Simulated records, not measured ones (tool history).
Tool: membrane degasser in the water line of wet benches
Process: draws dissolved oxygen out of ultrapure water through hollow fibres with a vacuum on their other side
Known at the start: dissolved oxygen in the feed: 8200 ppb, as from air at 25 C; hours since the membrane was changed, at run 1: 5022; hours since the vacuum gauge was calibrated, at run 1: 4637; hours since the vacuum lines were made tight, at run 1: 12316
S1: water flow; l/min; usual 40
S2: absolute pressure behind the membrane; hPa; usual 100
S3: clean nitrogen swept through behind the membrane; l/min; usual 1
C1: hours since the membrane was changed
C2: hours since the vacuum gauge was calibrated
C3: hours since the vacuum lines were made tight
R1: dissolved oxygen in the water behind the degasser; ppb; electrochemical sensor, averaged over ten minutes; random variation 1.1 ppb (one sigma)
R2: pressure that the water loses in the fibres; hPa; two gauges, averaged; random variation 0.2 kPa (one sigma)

{"run": 1, "hour": 0.0, "S1": 40, "S2": 100, "S3": 1, "C1": 5022, "C2": 4637, "C3": 12316, "R1": 538.4, "R2": 424.4}
{"run": 2, "hour": 82.9, "S1": 40, "S2": 100, "S3": 1, "C1": 5105, "C2": 4720, "C3": 12399, "R1": 537.5, "R2": 428.5}
{"run": 3, "hour": 163.1, "S1": 40, "S2": 100, "S3": 1, "C1": 5185, "C2": 4800, "C3": 12479, "R1": 536.0, "R2": 421.5}
{"run": 4, "hour": 240.8, "S1": 40, "S2": 100, "S3": 1, "C1": 5263, "C2": 4878, "C3": 12557, "R1": 538.4, "R2": 426.8}
{"run": 5, "hour": 372.3, "S1": 40, "S2": 100, "S3": 1, "C1": 5394, "C2": 5009, "C3": 12689, "R1": 538.7, "R2": 427.4}
{"run": 6, "hour": 451.5, "S1": 40, "S2": 100, "S3": 1, "C1": 5473, "C2": 5089, "C3": 12768, "R1": 538.1, "R2": 426.4}
{"run": 7, "hour": 550.2, "S1": 40, "S2": 100, "S3": 1, "C1": 5572, "C2": 5187, "C3": 12866, "R1": 537.5, "R2": 428.4}
{"hour": 560.4, "done": "vacuum gauge calibrated"}
{"run": 8, "hour": 626.9, "S1": 40, "S2": 100, "S3": 1, "C1": 5648, "C2": 67, "C3": 12943, "R1": 542.9, "R2": 427.0}
{"run": 9, "hour": 753.2, "S1": 40, "S2": 65, "S3": 1, "C1": 5774, "C2": 193, "C3": 13069, "R1": 282.6, "R2": 427.1}

The next listed run, before its measurement:
{"run": 10, "hour": 881.1, "S1": 40, "S2": 65, "S3": 1, "C1": 5902, "C2": 321, "C3": 13197, "R1": "?", "R2": "?"}

R1: 283.0 ppb
R2: 427.0 hPa
Without the tool's hidden state the same run would have given R1 270.2 ppb, R2 415.8 hPa.
